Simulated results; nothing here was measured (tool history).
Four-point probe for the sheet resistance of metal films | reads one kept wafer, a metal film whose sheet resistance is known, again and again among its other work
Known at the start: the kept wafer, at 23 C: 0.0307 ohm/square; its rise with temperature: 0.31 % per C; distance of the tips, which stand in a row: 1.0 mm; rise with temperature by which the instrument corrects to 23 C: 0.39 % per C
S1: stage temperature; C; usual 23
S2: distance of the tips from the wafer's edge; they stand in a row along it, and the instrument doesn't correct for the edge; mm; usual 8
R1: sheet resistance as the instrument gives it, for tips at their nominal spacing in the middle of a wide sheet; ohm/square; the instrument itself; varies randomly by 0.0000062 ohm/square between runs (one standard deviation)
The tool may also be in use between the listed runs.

run,hour,S1,S2,R1
1,0.0,23,8,0.030930
2,46.3,23,8,0.030923
3,94.7,30,8,0.030763
4,130.7,30,8,0.030772
5,190.0,23,8,0.030918
6,256.2,23,9,0.030862
7,320.8,23,9,0.030858
8,393.0,23,9,0.030845
9,477.9,23,13,0.030758
10,512.5,23,13,0.030761
11,585.3,23,48,0.030656
12,655.9,23,48,0.030656
13,721.8,23,8,0.030905
14,764.9,23,8,0.030896
15,844.9,23,8,0.030908
16,882.4,23,6,0.031100
17,961.5,23,6,0.031096
18,1013.3,23,6,0.031097
19,1066.2,34,31,0.030414
20,1102.5,32,6,0.030883
21,1166.6,29,7,0.030824
22,1251.5,31,40,0.030464
23,1290.6,19,5,0.031383
24,1369.6,22,42,0.030673
25,1434.0,22,5,0.031309
26,1479.7,20,3,0.032421
27,1563.2,21,6,0.031139
28,1625.9,27,4,0.031524
29,1694.5,32,20,0.030464
30,1778.5,32,20,0.030460
31,1813.3,20,8,0.030955
32,1854.3,31,19,0.030482
33,1913.9,30,5,0.031100
34,1948.7,26,24,0.030581
35,2022.6,20,51,0.030710
36,2084.6,20,51,0.030693

Some steps in R1, run to run, broken into two amounts with sign: the step expected even without the hidden condition (settings, incoming material, random variation), and the rest, left for the hidden condition together with whatever gauge scatter is not in both the measured and the hidden-condition-free result:
Hidden state present: inner tips' distance over the nominal, %; tips' flats over new ones', %; wafer's true temperature over the reading, C; drift of the gauge itself on sheet_ohm, %.
Run 12 -> 13: S2 48 -> 8. R1 +0.000249 ohm/square: hidden state -0.000003, all else +0.000252.
Run 24 -> 25: S2 42 -> 5. R1 +0.000636 ohm/square: hidden state -0.000003, all else +0.000639.
Run 25 -> 26: S1 22 -> 20, S2 5 -> 3. R1 +0.001112 ohm/square: hidden state -0.000003, all else +0.001115.
Run 26 -> 27: S1 20 -> 21, S2 3 -> 6. R1 -0.001282 ohm/square: hidden state +0.000000, all else -0.001282.
Run 28 -> 29: S1 27 -> 32, S2 4 -> 20. R1 -0.001060 ohm/square: hidden state +0.000000, all else -0.001060.
